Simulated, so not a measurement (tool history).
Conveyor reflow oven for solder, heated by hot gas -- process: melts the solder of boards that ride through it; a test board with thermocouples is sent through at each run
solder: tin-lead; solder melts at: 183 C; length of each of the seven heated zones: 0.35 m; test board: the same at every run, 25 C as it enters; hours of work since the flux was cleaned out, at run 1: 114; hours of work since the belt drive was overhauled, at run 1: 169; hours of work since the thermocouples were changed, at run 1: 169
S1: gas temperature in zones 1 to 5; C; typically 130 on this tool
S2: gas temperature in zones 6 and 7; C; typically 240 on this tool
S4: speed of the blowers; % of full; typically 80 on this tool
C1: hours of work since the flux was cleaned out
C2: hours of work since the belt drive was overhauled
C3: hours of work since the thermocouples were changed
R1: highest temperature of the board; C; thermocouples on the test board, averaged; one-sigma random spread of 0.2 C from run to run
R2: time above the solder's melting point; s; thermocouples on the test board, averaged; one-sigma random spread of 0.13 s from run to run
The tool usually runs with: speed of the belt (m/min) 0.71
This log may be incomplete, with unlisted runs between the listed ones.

Run 1, hour 0: usual settings; C1 114; C2 169; C3 169. Result: R1 220.8 C, R2 44.5 s.
Run 2, hour 10.7: usual settings but S4 51 % of full; C1 119; C2 174; C3 174. Result: R1 215.1 C, R2 40.4 s.
Run 3, hour 24.1: usual settings but S4 51 % of full; C1 125; C2 181; C3 181. Result: R1 215.4 C, R2 40.4 s.
Run 4, hour 35.2: usual settings but S4 51 % of full; C1 131; C2 186; C3 186. Result: R1 215.2 C, R2 40.3 s.
Run 5, hour 41.4: usual settings but S4 51 % of full; C1 134; C2 189; C3 189. Result: R1 215.2 C, R2 40.2 s.
Run 6, hour 47.4: usual settings but S4 56 % of full; C1 137; C2 192; C3 192. Result: R1 216.5 C, R2 41.1 s.
Run 7, hour 56.4: usual settings but speed of the belt (m/min) 0.663; C1 141; C2 197; C3 197. Result: R1 223.3 C, R2 49.3 s.
Run 8, hour 65: usual settings but speed of the belt (m/min) 0.663; C1 145; C2 201; C3 201. Result: R1 223.2 C, R2 49.2 s.
Run 9, hour 75.2: usual settings but S1 128 C; C1 150; C2 206; C3 206. Result: R1 220.5 C, R2 43.5 s.
Run 10, hour 85.1: usual settings; C1 155; C2 210; C3 210. Result: R1 220.7 C, R2 44.6 s.
Run 11, hour 95: usual settings; C1 160; C2 215; C3 215. Result: R1 220.6 C, R2 44.4 s.
Run 12, hour 102.8: usual settings but S1 141 C; C1 163; C2 219; C3 219. Result: R1 222.8 C, R2 48.3 s.
Run 13, hour 112.6: usual settings but S4 89 % of full; C1 168; C2 224; C3 224. Result: R1 222.1 C, R2 45.2 s.
Run 14, hour 123.9: usual settings; C1 174; C2 229; C3 229. Result: R1 220.3 C, R2 44.3 s.
Run 15, hour 135.4: usual settings but S2 239 C; C1 179; C2 235; C3 235. Result: R1 220.1 C, R2 43.5 s.
Run 16, hour 148.4: usual settings but S2 239 C; C1 186; C2 241; C3 241. Result: R1 219.2 C, R2 43.7 s.
Run 17, hour 160.1: usual settings but S1 118 C, S2 239 C, speed of the belt (m/min) 0.645; C1 191; C2 247; C3 247. Result: R1 221.5 C, R2 46.5 s.
Run 18, hour 167.2: usual settings but S1 138 C, speed of the belt (m/min) 0.648, S4 56 % of full; C1 195; C2 250; C3 250. Result: R1 221.6 C, R2 51.1 s.
Run 19, hour 175.7: usual settings but S1 132 C, S2 252 C, speed of the belt (m/min) 0.811, S4 52 % of full; C1 199; C2 254; C3 254. Result: R1 219.6 C, R2 37.3 s.
Run 20, hour 188.8: usual settings but S1 116 C, S2 247 C, S4 56 % of full; C1 205; C2 261; C3 261. Result: R1 218.9 C, R2 39.8 s.
Run 21, hour 196.5: usual settings but S2 254 C; C1 209; C2 264; C3 264. Result: R1 232.6 C, R2 50.4 s.
Run 22, hour 202.6: usual settings but S1 142 C, speed of the belt (m/min) 0.686, S4 81 % of full; C1 212; C2 267; C3 267. Result: R1 223.9 C, R2 51.1 s.
Run 23, hour 209: usual settings but S1 142 C, speed of the belt (m/min) 0.686, S4 81 % of full; C1 215; C2 270; C3 270. Result: R1 223.7 C, R2 51 s.
Run 24, hour 219.4: usual settings but S1 143 C, speed of the belt (m/min) 0.586, S4 51 % of full; C1 220; C2 275; C3 275. Result: R1 224.6 C, R2 60.8 s.
Run 25, hour 228.5: usual settings but S1 143 C, speed of the belt (m/min) 0.586, S4 51 % of full; C1 224; C2 280; C3 280. Result: R1 224.7 C, R2 60.6 s.
Run 26, hour 240.5: usual settings but S1 143 C, speed of the belt (m/min) 0.827, S4 51 % of full; C1 230; C2 286; C3 286. Result: R1 211.3 C, R2 34.3 s.
Run 27, hour 250.1: usual settings but S1 143 C, speed of the belt (m/min) 0.639, S4 51 % of full; C1 235; C2 290; C3 290. Result: R1 221.7 C, R2 53.4 s.
Run 28, hour 260.4: usual settings but S1 143 C; C1 240; C2 295; C3 295. Result: R1 222.6 C, R2 48.8 s.
Run 29, hour 272.4: usual settings but S1 143 C; C1 246; C2 301; C3 301. Result: R1 222.5 C, R2 49 s.
Run 30, hour 283.9: usual settings but S1 143 C; C1 251; C2 307; C3 307. Result: R1 222.6 C, R2 48.7 s.

A few steps of R1 between consecutive runs. Split each: what settings, incoming material and random variation would produce without the hidden state, and what is left over for the hidden state, along with gauge scatter present in only one of the two compared results (measured, and without hidden state):
The hidden state here: heat that the gas passes to the board, % of a clean oven's; belt's true speed, % of the reading; true gas temperature in zones 6 and 7 over the reading, C; drift of the gauge itself on peak_c, C; drift of the gauge itself on liquid_s, %.
Run 17 -> 18: S1 118 -> 138, S2 239 -> 240, speed of the belt (m/min) 0.645 -> 0.648, S4 80 -> 56. R1 +0.1 C: hidden state +0.5, all else -0.4.
Run 18 -> 19: S1 138 -> 132, S2 240 -> 252, speed of the belt (m/min) 0.648 -> 0.811, S4 56 -> 52. R1 -2 C: hidden state -0.6, all else -1.4.
Run 20 -> 21: S1 116 -> 130, S2 247 -> 254, S4 56 -> 80. R1 +13.7 C: hidden state -0.1, all else +13.8.
Run 25 -> 26: speed of the belt (m/min) 0.586 -> 0.827. R1 -13.4 C: hidden state -0.6, all else -12.8.
Run 26 -> 27: speed of the belt (m/min) 0.827 -> 0.639. R1 +10.4 C: hidden state +0.5, all else +9.9.
